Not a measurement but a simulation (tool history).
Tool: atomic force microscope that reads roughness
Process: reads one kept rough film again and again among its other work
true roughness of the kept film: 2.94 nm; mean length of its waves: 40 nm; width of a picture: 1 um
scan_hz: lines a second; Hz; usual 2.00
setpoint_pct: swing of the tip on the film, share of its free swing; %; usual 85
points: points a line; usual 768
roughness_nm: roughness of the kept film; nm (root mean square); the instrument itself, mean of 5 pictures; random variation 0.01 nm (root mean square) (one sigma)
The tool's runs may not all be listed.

run 1 hour=0.0 | scan_hz=2.00 setpoint_pct=85 points=768 | roughness_nm=2.218
run 2 hour=10.4 | scan_hz=2.00 setpoint_pct=85 points=768 | roughness_nm=2.207
run 3 hour=33.0 | scan_hz=2.00 setpoint_pct=85 points=768 | roughness_nm=2.169
-- hour=56.2 new tip fitted
run 4 hour=56.2 | scan_hz=2.00 setpoint_pct=85 points=768 | roughness_nm=2.421
run 5 hour=76.3 | scan_hz=2.00 setpoint_pct=85 points=768 | roughness_nm=2.397
run 6 hour=92.9 | scan_hz=2.00 setpoint_pct=85 points=768 | roughness_nm=2.375
run 7 hour=109.3 | scan_hz=2.51 setpoint_pct=85 points=768 | roughness_nm=2.266
run 8 hour=121.1 | scan_hz=2.00 setpoint_pct=85 points=768 | roughness_nm=2.353
run 9 hour=142.1 | scan_hz=2.00 setpoint_pct=85 points=768 | roughness_nm=2.304
run 10 hour=158.7 | scan_hz=2.00 setpoint_pct=85 points=768 | roughness_nm=2.310
run 11 hour=169.9 | scan_hz=2.00 setpoint_pct=85 points=386 | roughness_nm=2.281
run 12 hour=191.2 | scan_hz=2.00 setpoint_pct=85 points=386 | roughness_nm=2.251
run 13 hour=207.1 | scan_hz=2.00 setpoint_pct=85 points=386 | roughness_nm=2.235
run 14 hour=225.0 | scan_hz=2.00 setpoint_pct=85 points=386 | roughness_nm=2.216
run 15 hour=246.2 | scan_hz=2.00 setpoint_pct=71 points=768 | roughness_nm=2.385
run 16 hour=259.3 | scan_hz=2.05 setpoint_pct=82 points=450 | roughness_nm=2.221
-- hour=262.0 height scale calibrated on a step standard
-- hour=268.7 new tip fitted
run 17 hour=276.8 | scan_hz=2.67 setpoint_pct=85 points=262 | roughness_nm=2.306
run 18 hour=288.0 | scan_hz=2.00 setpoint_pct=85 points=427 | roughness_nm=2.406
run 19 hour=305.8 | scan_hz=2.00 setpoint_pct=85 points=427 | roughness_nm=2.393
run 20 hour=320.3 | scan_hz=2.00 setpoint_pct=85 points=427 | roughness_nm=2.381
run 21 hour=340.8 | scan_hz=2.00 setpoint_pct=85 points=820 | roughness_nm=2.357
run 22 hour=351.1 | scan_hz=2.00 setpoint_pct=76 points=768 | roughness_nm=2.452
run 23 hour=366.3 | scan_hz=1.65 setpoint_pct=85 points=768 | roughness_nm=2.356
-- hour=383.8 height scale calibrated on a step standard, once more
run 24 hour=385.2 | scan_hz=0.62 setpoint_pct=68 points=768 | roughness_nm=2.623
run 25 hour=403.3 | scan_hz=2.00 setpoint_pct=64 points=768 | roughness_nm=2.499
run 26 hour=421.9 | scan_hz=1.84 setpoint_pct=79 points=277 | roughness_nm=2.337
run 27 hour=433.5 | scan_hz=1.84 setpoint_pct=79 points=277 | roughness_nm=2.322
run 28 hour=456.1 | scan_hz=2.00 setpoint_pct=70 points=577 | roughness_nm=2.405

5 ways to go on from here, each from the tool as it stands after run 28. What would each give?
run A hour=471.9 | scan_hz=2.00 setpoint_pct=59 points=768 | roughness_nm=?
run B hour=471.9 | scan_hz=1.52 setpoint_pct=87 points=459 | roughness_nm=?
run C hour=471.9 | scan_hz=3.21 setpoint_pct=70 points=577 | roughness_nm=?
run D hour=471.9 | scan_hz=2.00 setpoint_pct=74 points=768 | roughness_nm=?
run E hour=471.9 | scan_hz=2.37 setpoint_pct=70 points=577 | roughness_nm=?

run=A roughness_nm=2.473
run=B roughness_nm=2.251
run=C roughness_nm=2.279
run=D roughness_nm=2.342
run=E roughness_nm=2.332
Without the tool's hidden state the same runs would have given:
run=A roughness_nm=2.715
run=B roughness_nm=2.471
run=C roughness_nm=2.502
run=D roughness_nm=2.571
run=E roughness_nm=2.560
